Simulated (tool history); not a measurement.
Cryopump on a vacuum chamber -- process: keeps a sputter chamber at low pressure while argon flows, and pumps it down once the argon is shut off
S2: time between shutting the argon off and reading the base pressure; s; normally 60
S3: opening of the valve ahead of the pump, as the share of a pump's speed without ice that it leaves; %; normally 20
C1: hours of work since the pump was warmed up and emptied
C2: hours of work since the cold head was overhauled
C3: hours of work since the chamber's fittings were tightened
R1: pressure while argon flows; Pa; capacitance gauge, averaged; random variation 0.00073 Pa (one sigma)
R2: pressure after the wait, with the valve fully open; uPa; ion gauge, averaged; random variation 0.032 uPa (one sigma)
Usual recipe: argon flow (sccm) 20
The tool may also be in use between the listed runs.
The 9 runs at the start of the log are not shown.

{"run": 10, "day": 12.433, "argon flow (sccm)": 20, "S2": 60, "S3": 20, "C1": 448, "C2": 448, "C3": 1136, "R1": 0.1356, "R2": 3.3}
{"run": 11, "day": 13.838, "argon flow (sccm)": 20, "S2": 61, "S3": 20, "C1": 464, "C2": 464, "C3": 1151, "R1": 0.1366, "R2": 3.34}
{"run": 12, "day": 15.258, "argon flow (sccm)": 20, "S2": 61, "S3": 20, "C1": 479, "C2": 479, "C3": 1166, "R1": 0.1365, "R2": 3.16}
{"run": 13, "day": 17.462, "argon flow (sccm)": 20, "S2": 60, "S3": 55, "C1": 503, "C2": 503, "C3": 1190, "R1": 0.0518, "R2": 3.44}
{"day": 18.458, "done": "leaking fittings of the chamber tightened, without venting"}
{"run": 14, "day": 19.329, "argon flow (sccm)": 20, "S2": 60, "S3": 54, "C1": 522, "C2": 522, "C3": 9, "R1": 0.0533, "R2": 1.76}
{"run": 15, "day": 20.521, "argon flow (sccm)": 25, "S2": 60, "S3": 20, "C1": 535, "C2": 535, "C3": 22, "R1": 0.17, "R2": 1.71}
{"run": 16, "day": 22.688, "argon flow (sccm)": 25, "S2": 60, "S3": 20, "C1": 558, "C2": 558, "C3": 46, "R1": 0.1713, "R2": 1.77}
{"run": 17, "day": 24.912, "argon flow (sccm)": 25, "S2": 291, "S3": 17, "C1": 582, "C2": 582, "C3": 70, "R1": 0.2002, "R2": 0.73}
{"run": 18, "day": 26.979, "argon flow (sccm)": 10, "S2": 60, "S3": 20, "C1": 605, "C2": 605, "C3": 92, "R1": 0.0692, "R2": 1.81}
{"run": 19, "day": 28.767, "argon flow (sccm)": 19, "S2": 67, "S3": 41, "C1": 624, "C2": 624, "C3": 111, "R1": 0.0658, "R2": 1.71}
{"run": 20, "day": 31.25, "argon flow (sccm)": 20, "S2": 57, "S3": 60, "C1": 651, "C2": 651, "C3": 138, "R1": 0.0491, "R2": 1.91}
{"run": 21, "day": 32.946, "argon flow (sccm)": 20, "S2": 60, "S3": 17, "C1": 669, "C2": 669, "C3": 156, "R1": 0.1616, "R2": 2.01}
{"run": 22, "day": 35.196, "argon flow (sccm)": 21, "S2": 24, "S3": 20, "C1": 693, "C2": 693, "C3": 181, "R1": 0.1448, "R2": 4.09}
{"run": 23, "day": 37.521, "argon flow (sccm)": 20, "S2": 22, "S3": 43, "C1": 718, "C2": 718, "C3": 206, "R1": 0.0669, "R2": 4.42}
{"run": 24, "day": 39.05, "argon flow (sccm)": 30, "S2": 238, "S3": 40, "C1": 735, "C2": 735, "C3": 222, "R1": 0.1081, "R2": 1.03}
{"run": 25, "day": 41.442, "argon flow (sccm)": 20, "S2": 126, "S3": 22, "C1": 761, "C2": 761, "C3": 248, "R1": 0.1264, "R2": 1.41}
{"run": 26, "day": 43.517, "argon flow (sccm)": 20, "S2": 126, "S3": 22, "C1": 783, "C2": 783, "C3": 271, "R1": 0.126, "R2": 1.41}
{"run": 27, "day": 45.458, "argon flow (sccm)": 20, "S2": 126, "S3": 22, "C1": 804, "C2": 804, "C3": 292, "R1": 0.1279, "R2": 1.48}
{"day": 46.212, "done": "pump warmed up, emptied and cooled again"}
{"run": 28, "day": 46.738, "argon flow (sccm)": 20, "S2": 126, "S3": 22, "C1": 6, "C2": 816, "C3": 303, "R1": 0.1213, "R2": 1.33}
{"run": 29, "day": 48.846, "argon flow (sccm)": 20, "S2": 126, "S3": 22, "C1": 28, "C2": 838, "C3": 326, "R1": 0.1213, "R2": 1.38}
{"run": 30, "day": 51.004, "argon flow (sccm)": 19, "S2": 42, "S3": 46, "C1": 52, "C2": 862, "C3": 349, "R1": 0.0563, "R2": 2.76}
{"run": 31, "day": 52.367, "argon flow (sccm)": 19, "S2": 42, "S3": 46, "C1": 66, "C2": 876, "C3": 364, "R1": 0.0561, "R2": 2.83}
{"run": 32, "day": 54.842, "argon flow (sccm)": 19, "S2": 42, "S3": 24, "C1": 93, "C2": 903, "C3": 391, "R1": 0.1059, "R2": 2.88}

5 ways to go on from here, each from the tool as it stands after run 32. What would each give?
{"run": "A", "day": 57.025, "argon flow (sccm)": 19, "S2": 142, "S3": 24, "C1": 117, "C2": 927, "C3": 414, "R1": "?", "R2": "?"}
{"run": "B", "day": 57.025, "argon flow (sccm)": 17, "S2": 42, "S3": 24, "C1": 117, "C2": 927, "C3": 414, "R1": "?", "R2": "?"}
{"run": "C", "day": 57.025, "argon flow (sccm)": 20, "S2": 95, "S3": 20, "C1": 117, "C2": 927, "C3": 414, "R1": "?", "R2": "?"}
{"run": "D", "day": 57.025, "argon flow (sccm)": 20, "S2": 39, "S3": 19, "C1": 117, "C2": 927, "C3": 414, "R1": "?", "R2": "?"}
{"run": "E", "day": 57.025, "argon flow (sccm)": 19, "S2": 271, "S3": 24, "C1": 117, "C2": 927, "C3": 414, "R1": "?", "R2": "?"}

run=A R1=0.1071 R2=1.41
run=B R1=0.0947 R2=2.81
run=C R1=0.1343 R2=1.74
run=D R1=0.1411 R2=2.95
run=E R1=0.1062 R2=1.09
What these runs would have given with no unlogged condition in the tool:
run=A R1=0.106 R2=0.82
run=B R1=0.0937 R2=2.22
run=C R1=0.1331 R2=1.15
run=D R1=0.1399 R2=2.37
run=E R1=0.1051 R2=0.51
